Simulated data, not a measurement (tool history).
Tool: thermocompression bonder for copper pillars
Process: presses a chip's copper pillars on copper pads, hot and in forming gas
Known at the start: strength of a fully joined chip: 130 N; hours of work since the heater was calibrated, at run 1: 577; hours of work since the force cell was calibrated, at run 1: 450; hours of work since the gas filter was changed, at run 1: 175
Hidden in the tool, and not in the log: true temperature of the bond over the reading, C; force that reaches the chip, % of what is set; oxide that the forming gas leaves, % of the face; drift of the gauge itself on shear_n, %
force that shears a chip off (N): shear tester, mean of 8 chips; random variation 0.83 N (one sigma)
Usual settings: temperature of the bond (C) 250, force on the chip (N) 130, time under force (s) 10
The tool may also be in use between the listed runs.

| run | hour | temperature of the bond (C) | force on the chip (N) | time under force (s) | hours of work since the heater was calibrated | hours of work since the force cell was calibrated | hours of work since the gas filter was changed | force that shears a chip off (N) |
|---|---|---|---|---|---|---|---|---|
| 1 | 0.0 | 250 | 130 | 10 | 577 | 450 | 175 | 60.7 |
| 2 | 24.7 | 250 | 121 | 10 | 590 | 463 | 188 | 58.4 |
| 3 | 71.6 | 250 | 121 | 10 | 615 | 488 | 213 | 56.1 |
| 4 | 103.3 | 250 | 121 | 10 | 632 | 505 | 230 | 57.8 |
| 5 | 130.5 | 250 | 121 | 10 | 647 | 520 | 245 | 56.5 |
| 6 | 159.0 | 250 | 121 | 28 | 662 | 535 | 260 | 77.8 |
| 7 | 183.6 | 269 | 130 | 10 | 676 | 548 | 273 | 74.9 |
|  | 212.7 | forming gas filter changed |
| 8 | 224.3 | 268 | 130 | 10 | 697 | 570 | 6 | 76.0 |
| 9 | 247.1 | 250 | 145 | 10 | 709 | 582 | 18 | 65.9 |
| 10 | 268.8 | 250 | 130 | 10 | 721 | 594 | 30 | 58.6 |
| 11 | 301.6 | 250 | 130 | 10 | 739 | 611 | 48 | 60.0 |
| 12 | 338.0 | 250 | 130 | 10 | 758 | 631 | 67 | 60.0 |
| 13 | 360.6 | 250 | 130 | 10 | 770 | 643 | 79 | 60.7 |
| 14 | 384.2 | 250 | 161 | 10 | 783 | 656 | 92 | 69.2 |
| 15 | 408.0 | 250 | 161 | 10 | 796 | 668 | 105 | 70.8 |
| 16 | 444.5 | 250 | 161 | 10 | 815 | 688 | 124 | 68.4 |
| 17 | 470.1 | 241 | 130 | 10 | 829 | 702 | 138 | 50.3 |
| 18 | 506.2 | 241 | 130 | 10 | 848 | 721 | 157 | 51.0 |
| 19 | 548.2 | 268 | 130 | 14 | 871 | 744 | 180 | 81.4 |
| 20 | 567.5 | 268 | 130 | 14 | 881 | 754 | 190 | 79.2 |
| 21 | 595.3 | 272 | 84 | 6 | 896 | 769 | 205 | 44.2 |
| 22 | 639.0 | 233 | 96 | 12 | 919 | 792 | 229 | 36.2 |
| 23 | 685.7 | 233 | 96 | 12 | 945 | 817 | 254 | 36.4 |
| 24 | 707.4 | 233 | 96 | 12 | 956 | 829 | 265 | 37.0 |
| 25 | 745.0 | 233 | 96 | 12 | 976 | 849 | 285 | 36.9 |
|  | 749.8 | forming gas filter changed |
|  | 774.9 | heater calibrated with a thermocouple chip |
| 26 | 793.5 | 250 | 85 | 10 | 10 | 874 | 22 | 49.1 |
| 27 | 823.2 | 252 | 127 | 7 | 26 | 890 | 38 | 60.7 |
| 28 | 858.8 | 252 | 127 | 7 | 45 | 909 | 57 | 60.7 |
| 29 | 901.0 | 251 | 131 | 12 | 68 | 932 | 80 | 72.6 |
| 30 | 936.7 | 240 | 152 | 22 | 87 | 951 | 99 | 86.2 |
| 31 | 957.5 | 231 | 130 | 10 | 98 | 962 | 110 | 53.5 |
| 32 | 991.9 | 231 | 172 | 27 | 116 | 980 | 129 | 87.1 |
| 33 | 1021.3 | 231 | 172 | 27 | 132 | 996 | 144 | 88.3 |
| 34 | 1062.6 | 250 | 90 | 22 | 154 | 1018 | 167 | 64.0 |
| 35 | 1101.1 | 234 | 178 | 17 | 175 | 1039 | 187 | 80.4 |

Hidden state at the last listed run before each entry between runs and at the first one after, where it differs:
Between runs 7 and 8: forming gas filter changed (hour 212.7)
  true temperature of the bond over the reading, C: -8.4 -> -8.6; force that reaches the chip, % of what is set: 102.4 -> 102.5; oxide that the forming gas leaves, % of the face: 3.37 -> 0.76
  measured less the result without the state, force that shears a chip off (N): -7.9 -> -6.0
Between runs 25 and 26: forming gas filter changed (hour 749.8); heater calibrated with a thermocouple chip (hour 774.9)
  true temperature of the bond over the reading, C: -12.2 -> 0.6; force that reaches the chip, % of what is set: 103.7 -> 103.8; oxide that the forming gas leaves, % of the face: 3.55 -> 0.81
  measured less the result without the state, force that shears a chip off (N): -8.1 -> +1.9
